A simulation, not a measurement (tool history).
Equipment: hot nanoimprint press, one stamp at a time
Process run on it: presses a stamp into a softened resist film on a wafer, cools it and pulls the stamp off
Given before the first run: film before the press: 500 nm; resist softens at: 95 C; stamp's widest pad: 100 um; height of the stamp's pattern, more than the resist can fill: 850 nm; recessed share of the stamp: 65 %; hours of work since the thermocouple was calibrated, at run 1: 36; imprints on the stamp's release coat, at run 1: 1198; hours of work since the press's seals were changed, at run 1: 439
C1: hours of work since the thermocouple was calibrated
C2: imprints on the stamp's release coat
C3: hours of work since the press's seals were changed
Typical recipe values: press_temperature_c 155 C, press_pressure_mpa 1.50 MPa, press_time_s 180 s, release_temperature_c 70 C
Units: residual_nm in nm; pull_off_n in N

{"run": 1, "hour": 0.0, "press_temperature_c": 155, "press_pressure_mpa": 1.5, "press_time_s": 180, "release_temperature_c": 70, "C1": 36, "C2": 1198, "C3": 439, "residual_nm": 244.3, "pull_off_n": 153}
{"run": 2, "hour": 62.7, "press_temperature_c": 155, "press_pressure_mpa": 1.5, "press_time_s": 180, "release_temperature_c": 70, "C1": 70, "C2": 1305, "C3": 473, "residual_nm": 246.4, "pull_off_n": 152}
{"run": 3, "hour": 119.7, "press_temperature_c": 155, "press_pressure_mpa": 1.5, "press_time_s": 180, "release_temperature_c": 70, "C1": 102, "C2": 1401, "C3": 505, "residual_nm": 245.5, "pull_off_n": 163}
{"run": 4, "hour": 173.2, "press_temperature_c": 155, "press_pressure_mpa": 1.5, "press_time_s": 180, "release_temperature_c": 70, "C1": 132, "C2": 1492, "C3": 535, "residual_nm": 244.6, "pull_off_n": 158}
{"run": 5, "hour": 204.7, "press_temperature_c": 155, "press_pressure_mpa": 1.5, "press_time_s": 180, "release_temperature_c": 70, "C1": 149, "C2": 1545, "C3": 552, "residual_nm": 242.8, "pull_off_n": 162}
{"run": 6, "hour": 231.4, "press_temperature_c": 155, "press_pressure_mpa": 1.5, "press_time_s": 180, "release_temperature_c": 70, "C1": 164, "C2": 1590, "C3": 567, "residual_nm": 243.9, "pull_off_n": 161}
{"run": 7, "hour": 261.8, "press_temperature_c": 155, "press_pressure_mpa": 1.5, "press_time_s": 180, "release_temperature_c": 70, "C1": 181, "C2": 1641, "C3": 584, "residual_nm": 243.9, "pull_off_n": 158}
{"run": 8, "hour": 293.6, "press_temperature_c": 155, "press_pressure_mpa": 1.5, "press_time_s": 180, "release_temperature_c": 70, "C1": 198, "C2": 1695, "C3": 601, "residual_nm": 244.1, "pull_off_n": 164}
{"hour": 330.8, "done": "press's hydraulic seals changed and the load cell set to zero"}
{"run": 9, "hour": 339.8, "press_temperature_c": 155, "press_pressure_mpa": 1.5, "press_time_s": 180, "release_temperature_c": 70, "C1": 219, "C2": 1760, "C3": 5, "residual_nm": 238.5, "pull_off_n": 165}
{"run": 10, "hour": 374.5, "press_temperature_c": 155, "press_pressure_mpa": 1.5, "press_time_s": 180, "release_temperature_c": 70, "C1": 239, "C2": 1818, "C3": 24, "residual_nm": 240.9, "pull_off_n": 169}
{"run": 11, "hour": 412.8, "press_temperature_c": 155, "press_pressure_mpa": 1.5, "press_time_s": 180, "release_temperature_c": 70, "C1": 260, "C2": 1883, "C3": 45, "residual_nm": 240.0, "pull_off_n": 166}
{"run": 12, "hour": 460.4, "press_temperature_c": 155, "press_pressure_mpa": 1.5, "press_time_s": 180, "release_temperature_c": 70, "C1": 286, "C2": 1964, "C3": 72, "residual_nm": 238.6, "pull_off_n": 163}
{"run": 13, "hour": 485.8, "press_temperature_c": 155, "press_pressure_mpa": 1.5, "press_time_s": 180, "release_temperature_c": 70, "C1": 300, "C2": 2007, "C3": 86, "residual_nm": 239.6, "pull_off_n": 171}
{"run": 14, "hour": 544.9, "press_temperature_c": 155, "press_pressure_mpa": 1.5, "press_time_s": 180, "release_temperature_c": 70, "C1": 333, "C2": 2107, "C3": 118, "residual_nm": 238.8, "pull_off_n": 175}
{"hour": 555.3, "done": "stamp cleaned and given a new release coat"}
{"run": 15, "hour": 588.8, "press_temperature_c": 155, "press_pressure_mpa": 1.5, "press_time_s": 180, "release_temperature_c": 70, "C1": 354, "C2": 57, "C3": 139, "residual_nm": 240.7, "pull_off_n": 136}
{"run": 16, "hour": 635.3, "press_temperature_c": 155, "press_pressure_mpa": 1.19, "press_time_s": 180, "release_temperature_c": 68, "C1": 380, "C2": 136, "C3": 165, "residual_nm": 261.5, "pull_off_n": 139}
{"run": 17, "hour": 695.7, "press_temperature_c": 155, "press_pressure_mpa": 1.19, "press_time_s": 180, "release_temperature_c": 68, "C1": 413, "C2": 238, "C3": 199, "residual_nm": 261.4, "pull_off_n": 141}
{"run": 18, "hour": 748.0, "press_temperature_c": 155, "press_pressure_mpa": 1.19, "press_time_s": 180, "release_temperature_c": 60, "C1": 442, "C2": 326, "C3": 228, "residual_nm": 261.7, "pull_off_n": 160}
{"run": 19, "hour": 789.3, "press_temperature_c": 155, "press_pressure_mpa": 1.19, "press_time_s": 180, "release_temperature_c": 60, "C1": 465, "C2": 396, "C3": 250, "residual_nm": 260.2, "pull_off_n": 157}
{"run": 20, "hour": 826.6, "press_temperature_c": 155, "press_pressure_mpa": 1.5, "press_time_s": 101, "release_temperature_c": 70, "C1": 485, "C2": 459, "C3": 271, "residual_nm": 286.1, "pull_off_n": 136}
{"run": 21, "hour": 862.0, "press_temperature_c": 155, "press_pressure_mpa": 1.5, "press_time_s": 101, "release_temperature_c": 70, "C1": 505, "C2": 519, "C3": 291, "residual_nm": 286.3, "pull_off_n": 139}
{"hour": 878.0, "done": "plate thermocouple calibrated"}
{"run": 22, "hour": 925.6, "press_temperature_c": 155, "press_pressure_mpa": 2.11, "press_time_s": 163, "release_temperature_c": 70, "C1": 26, "C2": 622, "C3": 324, "residual_nm": 216.9, "pull_off_n": 142}

Estimate the outcome of run 23 from the log above:
{"run": 23, "hour": 965.7, "press_temperature_c": 150, "press_pressure_mpa": 1.67, "press_time_s": 163, "release_temperature_c": 57, "C1": 49, "C2": 689, "C3": 346, "residual_nm": "?", "pull_off_n": "?"}

{"run 23": {"residual_nm": 305.2, "pull_off_n": 177}}
Minus the tool's unlogged condition, the same run would have read residual_nm 310.3 nm, pull_off_n 164 N.
